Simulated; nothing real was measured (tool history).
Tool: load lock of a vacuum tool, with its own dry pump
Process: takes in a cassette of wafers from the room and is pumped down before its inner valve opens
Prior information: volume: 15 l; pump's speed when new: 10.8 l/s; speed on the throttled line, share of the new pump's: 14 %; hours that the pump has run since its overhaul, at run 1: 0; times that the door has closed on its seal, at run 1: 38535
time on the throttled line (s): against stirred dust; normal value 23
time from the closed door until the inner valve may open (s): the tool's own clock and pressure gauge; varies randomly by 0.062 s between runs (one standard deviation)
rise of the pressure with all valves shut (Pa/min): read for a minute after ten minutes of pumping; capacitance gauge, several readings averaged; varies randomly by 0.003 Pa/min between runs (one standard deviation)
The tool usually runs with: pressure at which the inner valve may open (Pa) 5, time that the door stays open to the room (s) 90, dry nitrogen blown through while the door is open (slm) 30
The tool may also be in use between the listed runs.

run,hour,time on the throttled line (s),pressure at which the inner valve may open (Pa),time that the door stays open to the room (s),dry nitrogen blown through while the door is open (slm),hours that the pump has run since its overhaul,times that the door has closed on its seal,"incoming humidity of the room's air, %",time from the closed door until the inner valve may open (s),rise of the pressure with all valves shut (Pa/min)
1,0.0,23,5,90,30,0,38535,46.8,33.88,0.305
2,636.3,23,9,90,30,636,39847,46.7,33.12,0.325
3,1115.7,28,9,90,30,1116,40836,47.0,37.45,0.341
4,1668.6,23,5,90,30,1669,41977,44.0,34.13,0.348
5,2174.7,23,5,90,30,2175,43021,44.3,34.04,0.354
6,2508.1,23,5,90,30,2508,43709,46.3,34.13,0.369
7,3087.0,23,5,90,30,3087,44903,43.8,34.16,0.372
8,3353.6,23,5,52,30,3354,45453,43.6,34.17,0.367
9,3842.6,23,5,169,30,3843,46462,47.6,34.34,0.425
10,4307.7,23,5,169,30,4308,47421,45.5,34.37,0.425
11,4891.6,23,5,90,30,4892,48626,46.8,34.37,0.427
12,5512.6,23,5,90,36,5513,49907,42.8,34.56,0.429
13,5979.5,23,5,90,36,5979,50870,45.6,34.61,0.458
14,6474.2,23,5,90,36,6474,51890,46.7,34.57,0.469
15,6973.0,26,5,90,36,6973,52919,43.9,37.34,0.483
16,7560.4,26,5,90,36,7560,54131,43.9,37.19,0.493
17,7910.0,26,5,90,36,7910,54852,47.1,37.39,0.501
18,8442.7,23,5,177,30,8443,55951,49.1,34.89,0.554
19,8830.0,19,4,57,8,8830,56750,44.0,31.97,0.539
20,9142.5,34,7,90,30,9142,57395,44.8,43.68,0.548
21,9759.4,14,5,149,12,9759,58668,46.2,27.33,0.595
# hour 9854.2: door's seal changed, seat wiped
22,10084.7,14,5,149,12,10083,475,46.0,27.35,0.078
23,10361.6,14,7,126,24,10360,1047,44.1,26.99,0.058
24,10680.8,23,7,76,4,10679,1705,42.4,34.41,0.062
# hour 11243.7: dry pump taken out, an overhauled one fitted
25,11274.9,23,4,90,6,31,2918,44.1,34.38,0.070
26,11650.9,23,7,90,30,407,3694,45.2,33.54,0.054
27,12214.6,23,4,69,30,971,4857,46.5,34.54,0.054
28,12717.0,23,4,69,30,1473,5893,42.8,34.48,0.051
29,13263.0,25,6,69,30,2019,7020,45.7,35.60,0.057
30,13871.5,25,6,69,30,2628,8275,47.3,35.71,0.060
31,14426.8,40,8,58,41,3183,9421,46.9,48.27,0.054
32,15023.7,22,6,90,9,3780,10652,43.7,33.25,0.095
33,15461.6,40,7,90,9,4218,11555,44.5,48.51,0.102
34,15865.6,17,5,90,20,4622,12389,44.7,29.38,0.091

A few steps of time from the closed door until the inner valve may open (s) between consecutive runs. Split each: what settings, incoming material and random variation would produce without the hidden state, and what is left over for the hidden state, along with gauge scatter present in only one of the two compared results (measured, and without hidden state):
Unlogged tool condition in this case: pump's speed, % of a new pump's; leak at the door's seal, Pa l/s; drift of the gauge itself on ready_s, %; drift of the gauge itself on rise_pa_min, %.
Run 20 -> 21: time on the throttled line (s) 34 -> 14, pressure at which the inner valve may open (Pa) 7 -> 5, time that the door stays open to the room (s) 90 -> 149, dry nitrogen blown through while the door is open (slm) 30 -> 12. time from the closed door until the inner valve may open (s) -16.35: hidden state +0.42, all else -16.77.
Run 24 -> 25: pressure at which the inner valve may open (Pa) 7 -> 4, time that the door stays open to the room (s) 76 -> 90, dry nitrogen blown through while the door is open (slm) 4 -> 6, dry pump taken out, an overhauled one fitted. time from the closed door until the inner valve may open (s) -0.03: hidden state -1.02, all else +0.99.
Run 32 -> 33: time on the throttled line (s) 22 -> 40, pressure at which the inner valve may open (Pa) 6 -> 7. time from the closed door until the inner valve may open (s) +15.26: hidden state -0.14, all else +15.40.
Run 33 -> 34: time on the throttled line (s) 40 -> 17, pressure at which the inner valve may open (Pa) 7 -> 5, dry nitrogen blown through while the door is open (slm) 9 -> 20. time from the closed door until the inner valve may open (s) -19.13: hidden state +0.31, all else -19.44.

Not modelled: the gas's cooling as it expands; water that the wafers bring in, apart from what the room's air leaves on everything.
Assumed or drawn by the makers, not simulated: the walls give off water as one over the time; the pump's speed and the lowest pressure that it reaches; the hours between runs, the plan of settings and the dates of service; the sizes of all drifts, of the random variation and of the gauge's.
